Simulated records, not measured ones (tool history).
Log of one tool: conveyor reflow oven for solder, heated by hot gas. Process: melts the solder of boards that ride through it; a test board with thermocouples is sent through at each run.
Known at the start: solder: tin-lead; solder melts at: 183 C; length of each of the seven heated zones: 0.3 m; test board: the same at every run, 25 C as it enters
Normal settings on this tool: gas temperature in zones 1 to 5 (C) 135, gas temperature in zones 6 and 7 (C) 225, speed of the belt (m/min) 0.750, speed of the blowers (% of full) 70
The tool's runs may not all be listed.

run	hour	gas temperature in zones 1 to 5 (C)	gas temperature in zones 6 and 7 (C)	speed of the belt (m/min)	speed of the blowers (% of full)	highest temperature of the board (C)	time above the solder's melting point (s)
1	0.0	135	225	0.750	70	209.3	30.8
2	25.1	135	225	0.750	70	209.6	30.9
3	58.0	135	225	0.750	70	209.3	30.5
4	95.8	135	225	0.750	70	208.6	30.6
5	126.2	135	225	0.750	70	208.6	30.4
# hour 135.2: thermocouples of zones 6 and 7 changed
6	150.5	135	225	0.750	70	205.8	28.5
7	184.4	135	225	0.722	70	207.2	30.7
# hour 200.2: flux residue cleaned out of gas plates and filters
8	217.2	135	225	0.750	70	209.0	31.2
9	244.9	135	225	0.750	70	209.2	31.0
10	264.6	135	225	0.750	70	208.6	31.4
11	284.2	135	225	0.750	70	208.9	31.2
12	317.9	135	225	0.750	70	208.8	30.9
13	337.7	135	237	0.750	70	219.3	36.7
14	364.2	135	225	0.750	70	208.5	31.0
15	402.5	135	225	0.750	70	208.4	31.0
16	420.5	135	225	0.750	70	208.3	30.6
17	451.7	135	230	0.654	79	219.1	43.1
18	471.7	128	225	0.750	70	206.8	28.1
19	495.1	122	238	0.668	66	219.9	38.9
# hour 519.5: belt drive overhauled, speed set with a stopwatch
20	526.4	122	219	0.668	58	199.7	23.7
21	552.1	127	233	0.668	58	212.5	34.7
22	571.6	129	225	0.799	70	203.6	23.6
23	599.4	126	218	0.847	78	197.4	17.1
24	637.5	147	225	0.750	70	209.6	33.5
25	661.5	147	220	0.667	70	208.4	38.2
26	684.0	139	225	0.750	70	207.6	30.2
27	716.9	141	215	0.750	70	199.6	24.6
28	742.8	141	215	0.750	70	199.3	24.7

What will run 29 give?
# hour 754.7: flux residue cleaned out of gas plates and filters
29	769.8	141	215	0.766	59	?	?

Run 29 gave highest temperature of the board (C) 198.8, time above the solder's melting point (s) 23.4.
If the tool had no hidden condition, the same run with the same run-to-run variation would have returned highest temperature of the board (C) 197.5, time above the solder's melting point (s) 22.0.
